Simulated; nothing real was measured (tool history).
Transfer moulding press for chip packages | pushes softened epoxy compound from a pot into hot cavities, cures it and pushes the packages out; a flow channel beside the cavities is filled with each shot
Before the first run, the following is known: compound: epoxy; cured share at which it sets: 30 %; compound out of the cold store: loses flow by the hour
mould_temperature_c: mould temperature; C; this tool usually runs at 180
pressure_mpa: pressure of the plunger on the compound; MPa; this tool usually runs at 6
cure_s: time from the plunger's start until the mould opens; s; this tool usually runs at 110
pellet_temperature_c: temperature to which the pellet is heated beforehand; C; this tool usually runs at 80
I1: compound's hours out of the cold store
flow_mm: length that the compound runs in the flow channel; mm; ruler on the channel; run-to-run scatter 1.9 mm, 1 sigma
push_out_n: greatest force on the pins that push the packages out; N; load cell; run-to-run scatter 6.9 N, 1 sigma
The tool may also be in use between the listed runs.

Run 1, hour 0: usual settings; I1 30.8. Result: flow_mm 614 mm, push_out_n 420 N.
Run 2, hour 20.7: usual settings; I1 18.6. Result: flow_mm 663 mm, push_out_n 459 N.
Run 3, hour 41: usual settings; I1 20.4. Result: flow_mm 652 mm, push_out_n 485 N.
At hour 68.2: cavities cleaned with cleaning compound and waxed.
Run 4, hour 68.2: usual settings but pellet_temperature_c 89 C; I1 15.9. Result: flow_mm 672 mm, push_out_n 556 N.
Run 5, hour 99.8: usual settings; I1 24.1. Result: flow_mm 635 mm, push_out_n 570 N.
At hour 122.4: plunger's sealing rings changed.
Run 6, hour 132.1: usual settings; I1 47. Result: flow_mm 566 mm, push_out_n 516 N.
Run 7, hour 156.9: usual settings; I1 8.4. Result: flow_mm 722 mm, push_out_n 610 N.
At hour 179.3: cavities cleaned with cleaning compound and waxed.
Run 8, hour 182: usual settings; I1 9.9. Result: flow_mm 714 mm, push_out_n 337 N.
At hour 201.8: cavities cleaned with cleaning compound and waxed, once more.
Run 9, hour 207: usual settings; I1 22.4. Result: flow_mm 659 mm, push_out_n 332 N.
Run 10, hour 240.4: usual settings; I1 16.6. Result: flow_mm 684 mm, push_out_n 428 N.
Run 11, hour 271.8: usual settings; I1 24.6. Result: flow_mm 647 mm, push_out_n 478 N.
Run 12, hour 292.3: usual settings; I1 18.1. Result: flow_mm 673 mm, push_out_n 499 N.
At hour 311.6: cavities cleaned with cleaning compound and waxed.
Run 13, hour 326.4: usual settings; I1 28.3. Result: flow_mm 631 mm, push_out_n 368 N.
Run 14, hour 354: usual settings; I1 8.9. Result: flow_mm 712 mm, push_out_n 456 N.
Run 15, hour 376.2: usual settings; I1 18.5. Result: flow_mm 670 mm, push_out_n 469 N.
At hour 400.8: mould's thermocouples calibrated.
Run 16, hour 400.8: usual settings; I1 30.5. Result: flow_mm 616 mm, push_out_n 424 N.
At hour 423.4: cavities cleaned with cleaning compound and waxed.
Run 17, hour 423.5: usual settings but pressure_mpa 5.09 MPa, pellet_temperature_c 76 C; I1 17.1. Result: flow_mm 618 mm, push_out_n 294 N.
Run 18, hour 443.3: usual settings but pressure_mpa 5.09 MPa, pellet_temperature_c 76 C; I1 18.8. Result: flow_mm 610 mm, push_out_n 344 N.
Run 19, hour 476.1: usual settings but pressure_mpa 6.28 MPa, cure_s 141 s, pellet_temperature_c 76 C; I1 14.2. Result: flow_mm 694 mm, push_out_n 268 N.
Run 20, hour 497.3: usual settings but mould_temperature_c 173 C; I1 28.8. Result: flow_mm 641 mm, push_out_n 694 N.
Run 21, hour 523.8: usual settings but mould_temperature_c 181 C, cure_s 124 s, pellet_temperature_c 73 C; I1 18.8. Result: flow_mm 657 mm, push_out_n 358 N.
At hour 532.9: cavities cleaned with cleaning compound and waxed.
Run 22, hour 556.8: usual settings but mould_temperature_c 181 C, cure_s 124 s, pellet_temperature_c 73 C; I1 45. Result: flow_mm 553 mm, push_out_n 250 N.
Run 23, hour 575.6: usual settings but mould_temperature_c 178 C, pressure_mpa 6.46 MPa, cure_s 131 s, pellet_temperature_c 88 C; I1 43.1. Result: flow_mm 590 mm, push_out_n 309 N.
Run 24, hour 608.7: usual settings but mould_temperature_c 178 C, pressure_mpa 6.46 MPa, cure_s 131 s, pellet_temperature_c 88 C; I1 24.8. Result: flow_mm 656 mm, push_out_n 338 N.
Run 25, hour 636.7: usual settings but mould_temperature_c 178 C, pressure_mpa 4.86 MPa, cure_s 121 s, pellet_temperature_c 88 C; I1 20. Result: flow_mm 590 mm, push_out_n 427 N.
At hour 642.8: cavities cleaned with cleaning compound and waxed.
At hour 666.1: plunger's sealing rings changed.
Run 26, hour 666.7: usual settings but mould_temperature_c 178 C, pressure_mpa 4.86 MPa, cure_s 95 s, pellet_temperature_c 89 C; I1 29.7. Result: flow_mm 572 mm, push_out_n 511 N.
Run 27, hour 685.5: usual settings but mould_temperature_c 182 C, pressure_mpa 4.86 MPa, cure_s 95 s, pellet_temperature_c 89 C; I1 44.6. Result: flow_mm 511 mm, push_out_n 414 N.

Below are 3 alternative next runs, each starting from the tool's condition after run 27. Predict each:
Run A, hour 709.4: usual settings but mould_temperature_c 185 C, pressure_mpa 6.44 MPa, cure_s 95 s, pellet_temperature_c 75 C; I1 13.8. Result: flow_mm ?, push_out_n ?.
Run B, hour 709.4: usual settings but mould_temperature_c 182 C, pressure_mpa 4.86 MPa, cure_s 105 s, pellet_temperature_c 89 C; I1 12.9. Result: flow_mm ?, push_out_n ?.
Run C, hour 709.4: usual settings but mould_temperature_c 179 C, pressure_mpa 4.86 MPa, cure_s 111 s, pellet_temperature_c 89 C; I1 41.9. Result: flow_mm ?, push_out_n ?.

run  flow_mm  push_out_n
  A      703         437
  B      621         405
  C      524         392
The same runs, with their run-to-run variation unchanged, on a tool lacking any hidden condition would have given:
run  flow_mm  push_out_n
  A      704         293
  B      622         273
  C      524         260

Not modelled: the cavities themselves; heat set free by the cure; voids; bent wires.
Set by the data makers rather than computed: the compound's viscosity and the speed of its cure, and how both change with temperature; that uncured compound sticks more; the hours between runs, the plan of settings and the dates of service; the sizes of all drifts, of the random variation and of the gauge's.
